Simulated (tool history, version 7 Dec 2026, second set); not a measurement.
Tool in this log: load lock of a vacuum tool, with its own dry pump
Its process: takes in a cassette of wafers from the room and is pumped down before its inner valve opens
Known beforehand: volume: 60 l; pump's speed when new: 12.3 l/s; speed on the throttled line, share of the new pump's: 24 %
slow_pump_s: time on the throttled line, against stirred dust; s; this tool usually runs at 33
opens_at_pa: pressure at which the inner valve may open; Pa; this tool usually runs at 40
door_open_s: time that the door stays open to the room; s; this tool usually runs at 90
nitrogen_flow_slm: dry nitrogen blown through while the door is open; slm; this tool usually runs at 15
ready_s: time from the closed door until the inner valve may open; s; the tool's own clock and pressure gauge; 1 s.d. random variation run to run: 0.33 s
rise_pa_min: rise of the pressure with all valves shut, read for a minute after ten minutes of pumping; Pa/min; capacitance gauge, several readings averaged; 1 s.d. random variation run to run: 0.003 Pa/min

run	day	slow_pump_s	opens_at_pa	door_open_s	nitrogen_flow_slm	incoming humidity of the room's air, %	ready_s	rise_pa_min
1	0	33	40	90	15	44.3	64.4	0.096
2	2.788	33	40	90	15	44.4	63.9	0.103
3	5.025	23	40	90	15	44.6	56.6	0.107
4	7.083	23	40	90	15	41	56.5	0.116
5	8.721	23	40	90	15	45.5	56.4	0.109
6	11.558	33	40	90	15	46.5	64.1	0.12
7	13.754	33	40	90	15	48.8	64.3	0.126
8	15.762	28	40	90	15	47.4	60.9	0.128
9	18.029	34	38	142	15	44.9	64.9	0.138
10	19.704	34	38	64	15	47.3	66	0.129
11	23.308	47	38	64	24	41.6	75.7	0.126
12	25.738	33	51	59	23	44.7	63	0.137
13	29.054	33	51	59	23	48.2	63.4	0.143
14	31.317	33	49	79	15	44.6	63.7	0.154

Here are 5 independent what-if runs from the current tool condition. What would each one return?
A	33.758	47	29	90	16	45.1	?	?
B	33.758	26	40	95	7	44.1	?	?
C	33.758	33	29	81	29	41.2	?	?
D	33.758	33	78	164	25	43.5	?	?
E	33.758	64	65	79	8	42.8	?	?

run	ready_s	rise_pa_min
A	77.3	0.167
B	58.7	0.175
C	66.3	0.148
D	60.5	0.161
E	84.9	0.162
With no hidden state in the tool, these same runs would have given:
run	ready_s	rise_pa_min
A	76.4	0.031
B	57.5	0.039
C	65.2	0.012
D	59.6	0.027
E	84.1	0.027
